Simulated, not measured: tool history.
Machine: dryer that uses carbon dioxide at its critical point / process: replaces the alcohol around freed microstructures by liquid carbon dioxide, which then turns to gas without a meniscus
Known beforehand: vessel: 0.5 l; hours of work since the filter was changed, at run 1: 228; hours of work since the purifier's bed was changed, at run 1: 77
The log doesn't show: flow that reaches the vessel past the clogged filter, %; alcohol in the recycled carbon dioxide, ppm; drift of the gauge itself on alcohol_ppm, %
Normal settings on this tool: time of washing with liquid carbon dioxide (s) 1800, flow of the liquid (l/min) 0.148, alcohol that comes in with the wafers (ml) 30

| run | hour | time of washing with liquid carbon dioxide (s) | flow of the liquid (l/min) | alcohol that comes in with the wafers (ml) | hours of work since the filter was changed | hours of work since the purifier's bed was changed | alcohol left in the vessel before it's heated (ppm by volume) |
|---|---|---|---|---|---|---|---|
| 1 | 0.0 | 1800 | 0.148 | 30 | 228 | 77 | 24 |
| 2 | 15.2 | 1800 | 0.148 | 30 | 235 | 84 | 27 |
| 3 | 35.2 | 1800 | 0.148 | 30 | 244 | 94 | 37 |
| 4 | 49.0 | 1800 | 0.148 | 30 | 251 | 100 | 31 |
| 5 | 63.3 | 1920 | 0.148 | 30 | 257 | 107 | 24 |
| 6 | 80.5 | 1500 | 0.148 | 30 | 265 | 115 | 99 |
| 7 | 88.7 | 1500 | 0.148 | 30 | 269 | 118 | 94 |
| 8 | 99.8 | 1500 | 0.148 | 30 | 274 | 124 | 97 |
| 9 | 114.4 | 1500 | 0.148 | 57 | 281 | 130 | 165 |
| 10 | 124.8 | 1500 | 0.148 | 57 | 286 | 135 | 177 |
| 11 | 143.4 | 1800 | 0.148 | 30 | 294 | 144 | 43 |
| 12 | 160.9 | 1800 | 0.148 | 30 | 302 | 152 | 47 |
| 13 | 173.6 | 1800 | 0.132 | 30 | 308 | 158 | 84 |
| 14 | 192.4 | 1800 | 0.132 | 30 | 317 | 166 | 82 |
| 15 | 205.8 | 1800 | 0.132 | 30 | 323 | 173 | 79 |
| 16 | 223.0 | 1800 | 0.132 | 30 | 331 | 181 | 74 |
| 17 | 239.2 | 1800 | 0.132 | 30 | 339 | 188 | 76 |
| 18 | 253.4 | 1800 | 0.132 | 30 | 345 | 195 | 90 |
| 19 | 265.2 | 1800 | 0.132 | 30 | 351 | 200 | 77 |
| 20 | 277.3 | 1800 | 0.132 | 30 | 356 | 206 | 89 |
| 21 | 296.4 | 1800 | 0.132 | 30 | 365 | 214 | 87 |
| 22 | 309.2 | 1800 | 0.132 | 30 | 371 | 220 | 89 |
| 23 | 329.1 | 1800 | 0.132 | 30 | 380 | 230 | 94 |
| 24 | 337.6 | 1080 | 0.237 | 36 | 384 | 233 | 73 |
| 25 | 354.2 | 1620 | 0.092 | 30 | 392 | 241 | 805 |
| 26 | 371.8 | 1800 | 0.113 | 75 | 400 | 249 | 442 |
| 27 | 382.3 | 1800 | 0.113 | 75 | 405 | 254 | 436 |
| 28 | 395.6 | 1800 | 0.113 | 75 | 411 | 260 | 453 |
| 29 | 410.8 | 1800 | 0.113 | 75 | 418 | 267 | 462 |
| 30 | 423.8 | 1800 | 0.167 | 54 | 424 | 273 | 47 |
| 31 | 434.1 | 1920 | 0.167 | 23 | 429 | 278 | 45 |
| 32 | 451.1 | 1800 | 0.148 | 50 | 437 | 286 | 86 |
| 33 | 459.8 | 1320 | 0.148 | 98 | 441 | 290 | 802 |
| 34 | 476.7 | 1320 | 0.148 | 98 | 448 | 298 | 830 |
| 35 | 492.3 | 1800 | 0.250 | 30 | 456 | 305 | 35 |
| 36 | 501.7 | 1800 | 0.118 | 35 | 460 | 309 | 208 |
| 37 | 521.1 | 1800 | 0.161 | 32 | 469 | 318 | 63 |
| 38 | 536.2 | 1800 | 0.148 | 30 | 476 | 325 | 75 |
| 39 | 547.5 | 1800 | 0.148 | 42 | 481 | 331 | 97 |
| 40 | 562.1 | 1800 | 0.148 | 42 | 488 | 337 | 85 |
| 41 | 574.4 | 1800 | 0.157 | 23 | 494 | 343 | 54 |
| 42 | 588.0 | 1560 | 0.148 | 53 | 500 | 349 | 218 |
| 43 | 606.4 | 1560 | 0.148 | 53 | 508 | 358 | 219 |
| 44 | 621.4 | 1560 | 0.148 | 53 | 515 | 365 | 226 |
| 45 | 640.1 | 1560 | 0.148 | 53 | 524 | 373 | 239 |
| 46 | 655.7 | 1440 | 0.111 | 73 | 531 | 381 | 1767 |

Here are 4 independent what-if runs from the current tool condition. What would each one return?
| A | 673.4 | 1980 | 0.111 | 33 | 539 | 389 | ? |
| B | 673.4 | 1620 | 0.148 | 55 | 539 | 389 | ? |
| C | 673.4 | 1440 | 0.121 | 21 | 539 | 389 | ? |
| D | 673.4 | 2280 | 0.138 | 25 | 539 | 389 | ? |

| run | alcohol left in the vessel before it's heated (ppm by volume) |
|---|---|
| A | 198 |
| B | 201 |
| C | 388 |
| D | 46 |
What these runs would have given with no unlogged condition in the tool:
| run | alcohol left in the vessel before it's heated (ppm by volume) |
|---|---|
| A | 56 |
| B | 50 |
| C | 136 |
| D | 0 |
